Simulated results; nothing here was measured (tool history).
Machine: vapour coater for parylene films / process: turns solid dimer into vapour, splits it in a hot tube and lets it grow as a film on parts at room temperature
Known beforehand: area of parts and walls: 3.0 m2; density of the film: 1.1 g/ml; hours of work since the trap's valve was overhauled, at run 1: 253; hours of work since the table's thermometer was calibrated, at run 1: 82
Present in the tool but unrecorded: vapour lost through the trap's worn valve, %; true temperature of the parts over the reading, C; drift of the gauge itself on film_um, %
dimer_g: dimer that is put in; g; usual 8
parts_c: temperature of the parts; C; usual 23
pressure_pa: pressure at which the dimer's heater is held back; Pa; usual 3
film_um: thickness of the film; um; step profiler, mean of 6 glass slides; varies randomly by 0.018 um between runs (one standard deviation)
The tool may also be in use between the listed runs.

run   hour  dimer_g  parts_c  pressure_pa  hours of work since the trap's valve was overhauled  hours of work since the table's thermometer was calibrated  film_um
  1      0        8       23            3                                                  253                                                          82     1.65
  2   11.7        8       23            3                                                  263                                                          92      1.6
  3   38.1        8       27            3                                                  284                                                         113     1.41
  4   49.7        8       27            3                                                  293                                                         122     1.41
  5     70        8       27            3                                                  309                                                         138     1.37
  6   81.4        9       27            3                                                  319                                                         148     1.55
  7  106.6        8       23            3                                                  339                                                         168     1.61
  8  119.4        8       23            3                                                  349                                                         178     1.64
  9  138.9        7       23            3                                                  365                                                         194     1.41
 10  150.9        8       23            3                                                  374                                                         203     1.63
 11  170.8        7       23            3                                                  390                                                         219     1.43
 12    187        7       23            3                                                  403                                                         232     1.41
 13  199.6        8       21         6.84                                                  413                                                         242     1.55
 14  210.8        5       30         6.84                                                  422                                                         251     0.66
 15  235.9       11       23         3.61                                                  442                                                         271     2.18
 16    255        8       17         2.34                                                  458                                                         287     2.19
 17    270       10       15         3.06                                                  470                                                         299     2.83
 18  281.7        7       15         3.06                                                  479                                                         308     1.96
 19  294.4        8       23            3                                                  489                                                         318     1.64
 20    306        7       23         2.48                                                  498                                                         328     1.47
 21  332.1       13       20         2.56                                                  519                                                         348     3.11
 22  346.7        7       23         9.44                                                  531                                                         360     1.19
     367.8  -- trap's valve overhauled
 23    374        6       23         2.26                                                    5                                                         379     1.28
 24  398.4        8       30         2.17                                                   25                                                         398     1.29

How the hidden state differs across the entries between the runs, from the last listed run before each to the first after it:
In the gap between runs 22 and 23: trap's valve overhauled (hour 367.8)
  vapour lost through the trap's worn valve, %: 0.6 -> 0
